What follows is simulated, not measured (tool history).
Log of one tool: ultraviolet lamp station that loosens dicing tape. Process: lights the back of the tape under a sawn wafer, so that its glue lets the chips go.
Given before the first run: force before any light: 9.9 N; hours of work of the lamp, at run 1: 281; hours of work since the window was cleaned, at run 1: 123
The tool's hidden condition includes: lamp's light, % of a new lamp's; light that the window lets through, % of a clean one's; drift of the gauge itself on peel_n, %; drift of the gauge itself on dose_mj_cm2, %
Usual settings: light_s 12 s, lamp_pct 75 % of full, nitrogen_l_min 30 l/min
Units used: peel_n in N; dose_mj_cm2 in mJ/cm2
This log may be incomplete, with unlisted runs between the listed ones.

run   hour  light_s  lamp_pct  nitrogen_l_min  hours of work of the lamp  hours of work since the window was cleaned  peel_n  dose_mj_cm2
  1      0       12        75              30                        281                                         123   0.952          264
  2   60.8       12        75              30                        321                                         163   1.018          260
  3   89.6       12        75              30                        340                                         182   1.049          253
  4  116.1       12        75              30                        358                                         200   1.179          250
  5  170.3       12        75              30                        393                                         235   1.216          235
       180  -- window cleaned of glue's vapour
  6  216.2       12        75              19                        423                                          24   1.962          221
  7  258.1       12        92              30                        451                                          51   0.998          264
  8    286       22        74              13                        469                                          70    1.01          371
  9  324.6        6        62              21                        495                                          95   5.224           83
 10    352        8        63              36                        513                                         113   3.462          114
 11  382.5        8        63              25                        533                                         133   3.998          106
 12  435.7        8        64              55                        568                                         169   3.286          101
     490.1  -- window cleaned of glue's vapour, once more
 13  495.6       14        79              36                        607                                           4   0.615          295

3 ways to go on from here, each from the tool as it stands after run 13. What would each give?
  A  530.6       12        62              40                        630                                          27       ?            ?
  B  530.6        9        82              17                        630                                          27       ?            ?
  C  530.6        8        99              10                        630                                          27       ?            ?

run  peel_n  dose_mj_cm2
  A   1.409          196
  B   2.602          197
  C   2.865          211
What these runs would have given with no unlogged condition in the tool:
run  peel_n  dose_mj_cm2
  A   0.685          277
  B   1.502          277
  C   1.771          297
